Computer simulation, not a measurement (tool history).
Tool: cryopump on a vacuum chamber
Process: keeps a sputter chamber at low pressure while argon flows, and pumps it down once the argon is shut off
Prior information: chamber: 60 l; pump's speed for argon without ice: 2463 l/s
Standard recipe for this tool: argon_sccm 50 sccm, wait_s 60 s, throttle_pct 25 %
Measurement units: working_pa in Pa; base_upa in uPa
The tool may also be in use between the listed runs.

run 1 hour=0 | argon_sccm=50 wait_s=60 throttle_pct=25 | working_pa=0.1387 base_upa=1.44
run 2 hour=21.2 | argon_sccm=50 wait_s=60 throttle_pct=25 | working_pa=0.1385 base_upa=1.45
run 3 hour=44.9 | argon_sccm=50 wait_s=60 throttle_pct=25 | working_pa=0.1387 base_upa=1.5
run 4 hour=66.7 | argon_sccm=50 wait_s=60 throttle_pct=25 | working_pa=0.1399 base_upa=1.47
run 5 hour=84.3 | argon_sccm=50 wait_s=60 throttle_pct=25 | working_pa=0.1401 base_upa=1.54
run 6 hour=105.3 | argon_sccm=50 wait_s=60 throttle_pct=25 | working_pa=0.1391 base_upa=1.48
run 7 hour=132.9 | argon_sccm=50 wait_s=60 throttle_pct=25 | working_pa=0.1393 base_upa=1.5
run 8 hour=157.4 | argon_sccm=50 wait_s=60 throttle_pct=25 | working_pa=0.1384 base_upa=1.5
run 9 hour=171.1 | argon_sccm=50 wait_s=60 throttle_pct=25 | working_pa=0.14 base_upa=1.49
run 10 hour=183 | argon_sccm=50 wait_s=60 throttle_pct=25 | working_pa=0.1417 base_upa=1.46
run 11 hour=206.6 | argon_sccm=50 wait_s=60 throttle_pct=25 | working_pa=0.1392 base_upa=1.55
run 12 hour=223 | argon_sccm=50 wait_s=60 throttle_pct=25 | working_pa=0.1395 base_upa=1.54
run 13 hour=241.6 | argon_sccm=50 wait_s=264 throttle_pct=25 | working_pa=0.14 base_upa=1.04
run 14 hour=258.2 | argon_sccm=50 wait_s=264 throttle_pct=25 | working_pa=0.1402 base_upa=1.07
run 15 hour=279.8 | argon_sccm=50 wait_s=264 throttle_pct=25 | working_pa=0.1408 base_upa=1.12
run 16 hour=292.6 | argon_sccm=50 wait_s=264 throttle_pct=25 | working_pa=0.1389 base_upa=1.12
run 17 hour=318.7 | argon_sccm=99 wait_s=60 throttle_pct=25 | working_pa=0.2779 base_upa=1.56
run 18 hour=332.7 | argon_sccm=50 wait_s=34 throttle_pct=27 | working_pa=0.1309 base_upa=2.1
run 19 hour=353.2 | argon_sccm=36 wait_s=60 throttle_pct=59 | working_pa=0.0438 base_upa=1.54
run 20 hour=378.6 | argon_sccm=50 wait_s=20 throttle_pct=52 | working_pa=0.069 base_upa=2.85
run 21 hour=399.8 | argon_sccm=21 wait_s=20 throttle_pct=52 | working_pa=0.0298 base_upa=2.8
run 22 hour=412.9 | argon_sccm=21 wait_s=20 throttle_pct=52 | working_pa=0.0292 base_upa=2.81
run 23 hour=425.5 | argon_sccm=23 wait_s=151 throttle_pct=17 | working_pa=0.0941 base_upa=1.27
run 24 hour=441.7 | argon_sccm=35 wait_s=32 throttle_pct=44 | working_pa=0.0569 base_upa=2.07
run 25 hour=463.5 | argon_sccm=35 wait_s=32 throttle_pct=44 | working_pa=0.0577 base_upa=2.14
run 26 hour=490.1 | argon_sccm=35 wait_s=154 throttle_pct=42 | working_pa=0.0589 base_upa=1.28
run 27 hour=506.1 | argon_sccm=35 wait_s=84 throttle_pct=20 | working_pa=0.122 base_upa=1.46
run 28 hour=518.1 | argon_sccm=45 wait_s=25 throttle_pct=20 | working_pa=0.157 base_upa=2.43
run 29 hour=538.3 | argon_sccm=20 wait_s=184 throttle_pct=21 | working_pa=0.0668 base_upa=1.31
run 30 hour=551 | argon_sccm=20 wait_s=108 throttle_pct=38 | working_pa=0.0381 base_upa=1.41
run 31 hour=573.1 | argon_sccm=20 wait_s=108 throttle_pct=38 | working_pa=0.0372 base_upa=1.44
run 32 hour=591.7 | argon_sccm=50 wait_s=60 throttle_pct=30 | working_pa=0.1188 base_upa=1.74
run 33 hour=612.4 | argon_sccm=50 wait_s=60 throttle_pct=30 | working_pa=0.1187 base_upa=1.65

Forecast each of these 4 alternatives for the next run:
run A hour=624.6 | argon_sccm=29 wait_s=200 throttle_pct=36 | working_pa=? base_upa=?
run B hour=624.6 | argon_sccm=61 wait_s=95 throttle_pct=46 | working_pa=? base_upa=?
run C hour=624.6 | argon_sccm=50 wait_s=60 throttle_pct=53 | working_pa=? base_upa=?
run D hour=624.6 | argon_sccm=26 wait_s=130 throttle_pct=55 | working_pa=? base_upa=?

run=A working_pa=0.058 base_upa=1.28
run=B working_pa=0.0968 base_upa=1.52
run=C working_pa=0.0683 base_upa=1.74
run=D working_pa=0.0339 base_upa=1.42
With the hidden condition removed and each run's random variation left untouched, the same runs would have given:
run=A working_pa=0.0557 base_upa=0.3
run=B working_pa=0.092 base_upa=0.53
run=C working_pa=0.0643 base_upa=0.75
run=D working_pa=0.0318 base_upa=0.42
